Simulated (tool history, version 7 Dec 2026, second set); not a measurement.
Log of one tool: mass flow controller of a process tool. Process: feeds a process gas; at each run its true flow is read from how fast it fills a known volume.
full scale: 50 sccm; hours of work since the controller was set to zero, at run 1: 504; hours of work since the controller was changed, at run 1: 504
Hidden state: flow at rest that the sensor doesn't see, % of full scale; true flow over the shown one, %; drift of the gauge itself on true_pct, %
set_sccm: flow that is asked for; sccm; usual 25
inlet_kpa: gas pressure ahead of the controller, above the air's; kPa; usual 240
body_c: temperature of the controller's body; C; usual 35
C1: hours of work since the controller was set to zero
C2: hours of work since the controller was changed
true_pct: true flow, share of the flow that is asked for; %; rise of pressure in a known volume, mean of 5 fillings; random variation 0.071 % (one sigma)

{"run": 1, "hour": 0.0, "set_sccm": 25, "inlet_kpa": 240, "body_c": 35, "C1": 504, "C2": 504, "true_pct": 100.49}
{"run": 2, "hour": 47.5, "set_sccm": 25, "inlet_kpa": 240, "body_c": 35, "C1": 536, "C2": 536, "true_pct": 100.37}
{"run": 3, "hour": 85.3, "set_sccm": 25, "inlet_kpa": 240, "body_c": 35, "C1": 561, "C2": 561, "true_pct": 100.45}
{"run": 4, "hour": 125.2, "set_sccm": 25, "inlet_kpa": 240, "body_c": 35, "C1": 588, "C2": 588, "true_pct": 100.39}
{"run": 5, "hour": 207.2, "set_sccm": 25, "inlet_kpa": 240, "body_c": 35, "C1": 643, "C2": 643, "true_pct": 100.41}
{"run": 6, "hour": 247.2, "set_sccm": 25, "inlet_kpa": 240, "body_c": 35, "C1": 669, "C2": 669, "true_pct": 100.41}
{"run": 7, "hour": 320.6, "set_sccm": 25, "inlet_kpa": 240, "body_c": 35, "C1": 718, "C2": 718, "true_pct": 100.4}
{"run": 8, "hour": 359.2, "set_sccm": 25, "inlet_kpa": 240, "body_c": 35, "C1": 744, "C2": 744, "true_pct": 100.48}
{"run": 9, "hour": 416.5, "set_sccm": 25, "inlet_kpa": 240, "body_c": 35, "C1": 783, "C2": 783, "true_pct": 100.43}
{"run": 10, "hour": 495.7, "set_sccm": 25, "inlet_kpa": 240, "body_c": 35, "C1": 836, "C2": 836, "true_pct": 100.45}
{"run": 11, "hour": 532.8, "set_sccm": 25, "inlet_kpa": 240, "body_c": 35, "C1": 861, "C2": 861, "true_pct": 100.46}
{"run": 12, "hour": 586.7, "set_sccm": 25, "inlet_kpa": 240, "body_c": 35, "C1": 897, "C2": 897, "true_pct": 100.49}
{"run": 13, "hour": 636.8, "set_sccm": 25, "inlet_kpa": 240, "body_c": 35, "C1": 930, "C2": 930, "true_pct": 100.35}
{"run": 14, "hour": 694.2, "set_sccm": 25, "inlet_kpa": 240, "body_c": 35, "C1": 968, "C2": 968, "true_pct": 100.43}
{"run": 15, "hour": 743.5, "set_sccm": 25, "inlet_kpa": 240, "body_c": 35, "C1": 1001, "C2": 1001, "true_pct": 100.54}
{"run": 16, "hour": 811.9, "set_sccm": 25, "inlet_kpa": 240, "body_c": 35, "C1": 1047, "C2": 1047, "true_pct": 100.32}
{"run": 17, "hour": 858.9, "set_sccm": 25, "inlet_kpa": 240, "body_c": 35, "C1": 1079, "C2": 1079, "true_pct": 100.43}
{"run": 18, "hour": 913.9, "set_sccm": 25, "inlet_kpa": 211, "body_c": 35, "C1": 1116, "C2": 1116, "true_pct": 100.31}
{"run": 19, "hour": 948.4, "set_sccm": 25, "inlet_kpa": 240, "body_c": 35, "C1": 1139, "C2": 1139, "true_pct": 100.37}
{"run": 20, "hour": 1014.4, "set_sccm": 25, "inlet_kpa": 240, "body_c": 35, "C1": 1183, "C2": 1183, "true_pct": 100.37}
{"run": 21, "hour": 1076.8, "set_sccm": 25, "inlet_kpa": 240, "body_c": 35, "C1": 1225, "C2": 1225, "true_pct": 100.46}
{"run": 22, "hour": 1129.8, "set_sccm": 46, "inlet_kpa": 240, "body_c": 35, "C1": 1260, "C2": 1260, "true_pct": 100.98}
{"run": 23, "hour": 1172.0, "set_sccm": 46, "inlet_kpa": 240, "body_c": 35, "C1": 1288, "C2": 1288, "true_pct": 100.95}
{"run": 24, "hour": 1214.1, "set_sccm": 25, "inlet_kpa": 240, "body_c": 35, "C1": 1316, "C2": 1316, "true_pct": 100.43}
{"run": 25, "hour": 1262.6, "set_sccm": 25, "inlet_kpa": 240, "body_c": 35, "C1": 1349, "C2": 1349, "true_pct": 100.56}
{"run": 26, "hour": 1328.5, "set_sccm": 25, "inlet_kpa": 262, "body_c": 25, "C1": 1393, "C2": 1393, "true_pct": 99.76}
{"run": 27, "hour": 1382.7, "set_sccm": 25, "inlet_kpa": 262, "body_c": 25, "C1": 1429, "C2": 1429, "true_pct": 99.63}
{"run": 28, "hour": 1446.7, "set_sccm": 25, "inlet_kpa": 228, "body_c": 35, "C1": 1472, "C2": 1472, "true_pct": 100.34}
{"run": 29, "hour": 1489.0, "set_sccm": 11, "inlet_kpa": 228, "body_c": 36, "C1": 1500, "C2": 1500, "true_pct": 99.61}
{"run": 30, "hour": 1538.1, "set_sccm": 30, "inlet_kpa": 164, "body_c": 24, "C1": 1533, "C2": 1533, "true_pct": 99.27}
{"run": 31, "hour": 1579.4, "set_sccm": 27, "inlet_kpa": 195, "body_c": 35, "C1": 1561, "C2": 1561, "true_pct": 100.29}
{"run": 32, "hour": 1655.0, "set_sccm": 45, "inlet_kpa": 198, "body_c": 35, "C1": 1611, "C2": 1611, "true_pct": 100.82}
{"run": 33, "hour": 1709.9, "set_sccm": 8, "inlet_kpa": 240, "body_c": 40, "C1": 1648, "C2": 1648, "true_pct": 99.5}
{"run": 34, "hour": 1790.4, "set_sccm": 12, "inlet_kpa": 183, "body_c": 25, "C1": 1702, "C2": 1702, "true_pct": 98.6}
{"run": 35, "hour": 1861.0, "set_sccm": 14, "inlet_kpa": 140, "body_c": 33, "C1": 1749, "C2": 1749, "true_pct": 99.22}
{"run": 36, "hour": 1925.9, "set_sccm": 46, "inlet_kpa": 245, "body_c": 36, "C1": 1793, "C2": 1793, "true_pct": 101.09}
{"run": 37, "hour": 1959.7, "set_sccm": 46, "inlet_kpa": 245, "body_c": 36, "C1": 1815, "C2": 1815, "true_pct": 101.26}
{"run": 38, "hour": 2008.0, "set_sccm": 46, "inlet_kpa": 245, "body_c": 36, "C1": 1848, "C2": 1848, "true_pct": 101.15}
{"run": 39, "hour": 2088.7, "set_sccm": 46, "inlet_kpa": 245, "body_c": 36, "C1": 1902, "C2": 1902, "true_pct": 101.04}
{"run": 40, "hour": 2157.5, "set_sccm": 46, "inlet_kpa": 245, "body_c": 24, "C1": 1948, "C2": 1948, "true_pct": 100.21}
{"run": 41, "hour": 2231.2, "set_sccm": 46, "inlet_kpa": 245, "body_c": 24, "C1": 1997, "C2": 1997, "true_pct": 100.16}
{"run": 42, "hour": 2275.0, "set_sccm": 6, "inlet_kpa": 154, "body_c": 33, "C1": 2026, "C2": 2026, "true_pct": 97.83}
{"run": 43, "hour": 2323.3, "set_sccm": 8, "inlet_kpa": 204, "body_c": 22, "C1": 2059, "C2": 2059, "true_pct": 97.82}
{"run": 44, "hour": 2368.3, "set_sccm": 15, "inlet_kpa": 188, "body_c": 34, "C1": 2089, "C2": 2089, "true_pct": 99.59}
{"run": 45, "hour": 2445.8, "set_sccm": 25, "inlet_kpa": 206, "body_c": 24, "C1": 2141, "C2": 2141, "true_pct": 99.3}
{"run": 46, "hour": 2499.8, "set_sccm": 25, "inlet_kpa": 206, "body_c": 24, "C1": 2177, "C2": 2177, "true_pct": 99.44}
{"run": 47, "hour": 2559.9, "set_sccm": 25, "inlet_kpa": 206, "body_c": 24, "C1": 2217, "C2": 2217, "true_pct": 99.42}
{"run": 48, "hour": 2637.1, "set_sccm": 14, "inlet_kpa": 162, "body_c": 28, "C1": 2269, "C2": 2269, "true_pct": 98.67}
{"run": 49, "hour": 2698.0, "set_sccm": 14, "inlet_kpa": 162, "body_c": 28, "C1": 2309, "C2": 2309, "true_pct": 98.79}

Measured less the same run without the tool's hidden state. The same run-to-run variation is in both; the gauge's scatter may not be:
run=1 true_pct=-0.07
run=2 true_pct=-0.07
run=3 true_pct=-0.07
run=4 true_pct=-0.07
run=5 true_pct=-0.07
run=6 true_pct=-0.07
run=7 true_pct=-0.07
run=8 true_pct=-0.08
run=9 true_pct=-0.08
run=10 true_pct=-0.08
run=11 true_pct=-0.08
run=12 true_pct=-0.08
run=13 true_pct=-0.09
run=14 true_pct=-0.08
run=15 true_pct=-0.08
run=16 true_pct=-0.09
run=17 true_pct=-0.08
run=18 true_pct=-0.08
run=19 true_pct=-0.09
run=20 true_pct=-0.09
run=21 true_pct=-0.09
run=22 true_pct=+0.07
run=23 true_pct=+0.07
run=24 true_pct=-0.10
run=25 true_pct=-0.09
run=26 true_pct=-0.09
run=27 true_pct=-0.09
run=28 true_pct=-0.09
run=29 true_pct=-0.60
run=30 true_pct=-0.03
run=31 true_pct=-0.07
run=32 true_pct=+0.09
run=33 true_pct=-1.01
run=34 true_pct=-0.58
run=35 true_pct=-0.45
run=36 true_pct=+0.11
run=37 true_pct=+0.11
run=38 true_pct=+0.12
run=39 true_pct=+0.11
run=40 true_pct=+0.12
run=41 true_pct=+0.12
run=42 true_pct=-1.75
run=43 true_pct=-1.23
run=44 true_pct=-0.46
run=45 true_pct=-0.11
run=46 true_pct=-0.11
run=47 true_pct=-0.12
run=48 true_pct=-0.56
run=49 true_pct=-0.57
